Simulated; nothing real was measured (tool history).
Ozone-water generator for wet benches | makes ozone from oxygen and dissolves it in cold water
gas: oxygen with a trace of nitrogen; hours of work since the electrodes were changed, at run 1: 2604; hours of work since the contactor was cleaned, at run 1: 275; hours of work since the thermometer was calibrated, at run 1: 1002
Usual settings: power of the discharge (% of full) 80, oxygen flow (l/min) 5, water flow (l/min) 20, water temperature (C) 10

run    hour  power of the discharge (% of full)  oxygen flow (l/min)  water flow (l/min)  water temperature (C)  hours of work since the electrodes were changed  hours of work since the contactor was cleaned  hours of work since the thermometer was calibrated  dissolved ozone (ppm)  ozone in the gas ahead of the water (g/m3)
  1       0                                  80                    5                  20                     10                                             2604                                            275                                                1002                   20.6                                       171.7
  2    39.9                                  80                    5                  20                     10                                             2642                                            313                                                1040                   20.7                                       174.5
  3    87.8                                  80                    5                  20                     10                                             2687                                            359                                                1085                   21.1                                       171.8
  4   151.7                                  80                    5                  20                     10                                             2748                                            420                                                1146                   20.5                                         173
  5   210.9                                  80                    5                  20                      9                                             2804                                            476                                                1202                   20.9                                       171.1
  6   259.7                                  80                    5                  20                      9                                             2850                                            522                                                1249                   20.9                                       169.7
  7   290.5                                  80                    5                  20                      9                                             2880                                            551                                                1278                     21                                       172.5
  8   339.8                                  80                    5                  20                      9                                             2926                                            598                                                1325                     21                                       171.6
  9   373.1                                  80                    5                  20                     10                                             2958                                            630                                                1356                   20.6                                       170.1
 10   417.9                                  80                    5                  20                     10                                             3001                                            672                                                1399                   20.7                                       171.8
 11   479.7                                  80                    5                  20                     10                                             3059                                            731                                                1458                   20.7                                       171.5
 12   525.8                                  80                    5                  20                     10                                             3103                                            775                                                1502                   20.4                                       170.4
 13   566.6                                  80                    5                  20                     10                                             3142                                            814                                                1540                   20.3                                         170
 14   614.9                                  50                    5                  20                     10                                             3188                                            860                                                1586                   14.3                                       118.8
 15   649.7                                  82                 5.19                  14                     14                                             3221                                            893                                                1619                   25.4                                       169.6
 16   710.5                                  46                 7.06                  24                      8                                             3279                                            950                                                1677                   12.6                                        94.4
 17   766.3                                  46                 7.06                  20                      9                                             3332                                           1003                                                1730                     14                                        93.8
 18   806.1                                  46                 3.17                  20                      9                                             3369                                           1041                                                1768                   12.6                                       138.1
 19   865.2                                  51                    5                  18                      6                                             3426                                           1097                                                1824                   16.4                                       120.8
 20   893.9                                  92                    5                  17                     11                                             3453                                           1125                                                1851                   25.5                                       187.6
 21   962.2                                  80                 5.17                  16                     14                                             3518                                           1190                                                1916                   22.4                                       166.1
 22   993.1                                  80                 3.83                  21                      9                                             3547                                           1219                                                1946                   18.5                                       191.8
 23  1029.8                                  80                    5                  30                     10                                             3582                                           1254                                                1980                   14.4                                       167.4
 24  1061.5                                  46                 2.87                  22                     10                                             3612                                           1284                                                2011                   10.6                                         147
 25  1127.3                                  46                 2.87                  22                     10                                             3675                                           1346                                                2073                     11                                         146
 26  1173.2                                  46                 3.66                  22                     10                                             3718                                           1390                                                2117                   11.4                                       129.2

Run 27 comes next. What will it give?
 27  1242.7                                  75                 5.97                  23                     10                                             3784                                           1456                                                2183                      ?                                           ?

dissolved ozone (ppm): 17.4
ozone in the gas ahead of the water (g/m3): 147
Without the tool's hidden state the same run would have given dissolved ozone (ppm) 19.4, ozone in the gas ahead of the water (g/m3) 160.2.
